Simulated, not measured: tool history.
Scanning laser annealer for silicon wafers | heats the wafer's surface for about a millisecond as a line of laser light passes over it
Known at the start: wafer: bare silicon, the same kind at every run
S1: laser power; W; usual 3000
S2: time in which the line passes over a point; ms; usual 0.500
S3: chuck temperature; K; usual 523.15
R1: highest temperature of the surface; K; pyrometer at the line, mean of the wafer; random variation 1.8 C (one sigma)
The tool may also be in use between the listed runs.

run	day	S1	S2	S3	R1
1	0.000	3000	0.500	523.15	1335.15
2	2.692	3000	0.500	523.15	1333.15
3	4.617	3000	0.500	523.15	1334.15
4	6.408	3000	0.500	542.15	1348.15
5	8.096	3000	0.500	542.15	1350.15
6	10.246	3000	0.500	542.15	1349.15
7	11.821	3000	0.410	542.15	1282.15
8	13.754	3000	0.500	523.15	1329.15
9	15.129	3000	0.500	523.15	1326.15
10	16.671	3000	0.500	523.15	1324.15
11	19.171	3000	0.500	523.15	1327.15
12	20.800	2655	0.500	523.15	1229.15
13	23.475	3000	0.500	523.15	1322.15
14	26.750	3000	0.500	523.15	1326.15
15	29.071	3000	0.500	523.15	1321.15
16	30.967	3000	0.500	494.15	1292.15
17	33.604	3000	0.442	553.15	1307.15
18	36.717	2887	0.559	506.15	1309.15
19	39.758	2999	0.363	506.15	1196.15
20	42.783	2860	0.459	561.15	1292.15
# day 45.067: window over the wafer cleaned
21	45.238	2860	0.459	561.15	1303.15
22	46.638	3118	0.616	530.15	1456.15
23	49.146	3270	0.500	515.15	1400.15
24	51.117	2971	0.381	523.15	1233.15
25	54.400	2971	0.381	523.15	1230.15
26	57.362	2971	0.381	523.15	1231.15
27	60.621	3040	0.414	531.15	1281.15
28	62.883	3040	0.414	531.15	1283.15
29	64.992	3000	0.497	511.15	1311.15

Forecast each of these 5 alternatives for the next run:
A	66.958	3000	0.546	534.15	?
B	66.958	3232	0.500	523.15	?
C	66.958	2915	0.485	561.15	?
D	66.958	3238	0.500	523.15	?
E	66.958	2856	0.524	484.15	?

run	R1
A	1365.15
B	1389.15
C	1330.15
D	1393.15
E	1266.15
Without the tool's hidden state the same runs would have given:
run	R1
A	1369.15
B	1393.15
C	1334.15
D	1398.15
E	1270.15
